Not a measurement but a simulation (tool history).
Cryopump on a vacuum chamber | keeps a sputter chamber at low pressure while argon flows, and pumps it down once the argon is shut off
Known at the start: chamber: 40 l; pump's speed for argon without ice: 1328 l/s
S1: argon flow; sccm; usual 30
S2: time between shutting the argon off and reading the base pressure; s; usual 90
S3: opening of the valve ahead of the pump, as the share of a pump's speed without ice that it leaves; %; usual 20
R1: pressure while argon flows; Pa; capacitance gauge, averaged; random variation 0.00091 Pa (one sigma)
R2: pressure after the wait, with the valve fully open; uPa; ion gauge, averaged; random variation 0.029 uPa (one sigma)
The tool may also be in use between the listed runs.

run	hour	S1	S2	S3	R1	R2
1	0.0	30	90	20	0.1922	2.80
2	16.6	30	90	20	0.1915	2.73
3	29.8	30	90	20	0.1931	2.79
4	39.8	30	90	20	0.1936	2.87
5	58.1	30	90	20	0.1940	2.82
6	72.9	30	90	20	0.1930	2.90
7	83.7	30	90	20	0.1939	2.83
8	98.0	30	90	20	0.1946	2.85
9	111.0	30	90	20	0.1945	2.93
10	132.4	30	90	20	0.1956	2.96
11	148.5	30	90	20	0.1954	3.02
12	165.8	30	90	24	0.1643	2.99
13	177.9	30	90	24	0.1647	3.01
14	189.0	30	90	24	0.1635	3.09
15	204.8	30	90	24	0.1646	3.02
16	221.6	30	90	24	0.1648	3.13
17	244.0	30	90	24	0.1652	3.08
18	263.7	21	57	19	0.1438	3.81
19	281.0	51	82	15	0.4458	3.34
20	292.2	51	82	15	0.4443	3.28
21	305.2	54	43	31	0.2337	4.41
22	316.3	54	43	31	0.2350	4.41
23	334.5	43	90	20	0.2845	3.22
24	343.9	43	90	20	0.2838	3.25
25	354.0	43	90	20	0.2838	3.27
26	367.8	59	90	20	0.3893	3.24
27	377.6	25	262	26	0.1287	2.49
28	397.1	30	240	19	0.2096	2.54
29	413.0	16	243	21	0.1020	2.67
30	423.3	16	31	27	0.0814	5.59
31	435.3	24	66	20	0.1601	3.76
32	453.7	24	66	20	0.1620	3.92
33	468.2	31	206	28	0.1517	2.69
34	485.4	30	20	53	0.0840	7.50

3 ways to go on from here, each from the tool as it stands after run 34. What would each give?
A	495.4	30	52	16	?	?
B	495.4	30	31	33	?	?
C	495.4	49	35	53	?	?

run	R1	R2
A	0.2494	4.29
B	0.1274	5.86
C	0.1366	5.25
Without the tool's hidden state the same runs would have given:
run	R1	R2
A	0.2383	2.26
B	0.1163	3.77
C	0.1184	3.25
